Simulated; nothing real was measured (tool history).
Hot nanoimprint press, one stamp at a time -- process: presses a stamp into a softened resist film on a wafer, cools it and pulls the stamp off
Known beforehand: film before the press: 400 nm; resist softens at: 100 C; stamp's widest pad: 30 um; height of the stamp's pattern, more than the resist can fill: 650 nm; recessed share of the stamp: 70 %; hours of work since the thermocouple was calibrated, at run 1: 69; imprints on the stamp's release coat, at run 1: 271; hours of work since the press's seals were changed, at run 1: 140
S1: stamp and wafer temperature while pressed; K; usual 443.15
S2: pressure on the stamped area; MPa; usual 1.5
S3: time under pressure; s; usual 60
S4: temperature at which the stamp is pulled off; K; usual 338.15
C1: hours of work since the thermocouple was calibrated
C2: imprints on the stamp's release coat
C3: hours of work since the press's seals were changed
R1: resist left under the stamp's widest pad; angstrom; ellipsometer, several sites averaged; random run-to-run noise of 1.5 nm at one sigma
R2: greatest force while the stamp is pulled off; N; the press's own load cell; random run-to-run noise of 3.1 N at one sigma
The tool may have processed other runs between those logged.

run,hour,S1,S2,S3,S4,C1,C2,C3,R1,R2
1,0,443.15,1.5,60,338.15,69,271,140,2294,156
2,6.5,443.15,1.5,60,338.15,72,298,143,2319,152
3,18.5,443.15,1.5,60,338.15,79,347,150,2261,154
4,25.6,443.15,1.5,60,338.15,83,376,154,2266,155
5,35.3,443.15,1.5,60,338.15,88,416,159,2279,159
6,41.6,443.15,1.5,103,338.15,91,442,162,1869,154
7,47.1,443.15,1.5,103,338.15,94,465,165,1883,158
8,56.8,443.15,1.5,103,340.15,100,504,171,1893,154
9,62.7,443.15,1.5,103,340.15,103,529,174,1891,155
10,69,443.15,1.5,79,338.15,106,555,177,2084,155
# hour 72.9: plate thermocouple calibrated
11,82.5,443.15,1.1,60,338.15,5,598,183,2526,162
12,91.1,443.15,1.99,60,338.15,10,633,188,2020,157
13,102.9,443.15,2.01,60,338.15,16,681,194,2025,162
14,108.4,443.15,2.01,60,338.15,19,704,197,2021,166
15,117.1,443.15,1.5,105,338.15,24,740,202,1863,169
16,123.1,455.15,1.5,64,338.15,27,764,205,1251,164
17,131.7,446.15,1.5,60,343.15,32,800,210,1967,160
# hour 141.8: plate thermocouple calibrated, once more
18,142.4,446.15,1.5,60,343.15,0,831,214,2039,157
19,147.5,446.15,1.5,60,343.15,3,852,217,2037,170
20,156.7,446.15,1.5,35,343.15,8,890,222,2447,165
21,166,443.15,1.67,95,329.15,13,928,227,1902,178
22,173.9,455.15,1.12,106,340.15,18,961,231,1206,175
23,184.6,454.15,0.97,31,339.15,23,1005,237,2159,168
24,194.4,443.15,2.32,118,330.15,29,1045,243,1513,179
25,200.5,443.15,2.32,118,330.15,32,1070,246,1512,181
26,206,443.15,2.32,118,330.15,35,1092,249,1526,177
27,211.4,453.15,2.32,118,332.15,38,1114,252,884,179
28,223.4,449.15,1.5,60,329.15,45,1164,258,1778,175
29,233.9,449.15,1.74,113,344.15,50,1207,264,1276,164

Forecast each of these 5 alternatives for the next run:
A,241.5,450.15,1.29,113,344.15,54,1238,268,?,?
B,241.5,449.15,1.39,46,338.15,54,1238,268,?,?
C,241.5,453.15,1.74,74,326.15,54,1238,268,?,?
D,241.5,431.15,1.5,60,338.15,54,1238,268,?,?
E,241.5,440.15,1.16,90,344.15,54,1238,268,?,?

run,R1,R2
A,1391,174
B,2006,175
C,1251,191
D,3450,179
E,2534,171
Had the tool no hidden state, the same runs would have come out as:
run,R1,R2
A,1386,145
B,1999,146
C,1243,160
D,3447,149
E,2531,143

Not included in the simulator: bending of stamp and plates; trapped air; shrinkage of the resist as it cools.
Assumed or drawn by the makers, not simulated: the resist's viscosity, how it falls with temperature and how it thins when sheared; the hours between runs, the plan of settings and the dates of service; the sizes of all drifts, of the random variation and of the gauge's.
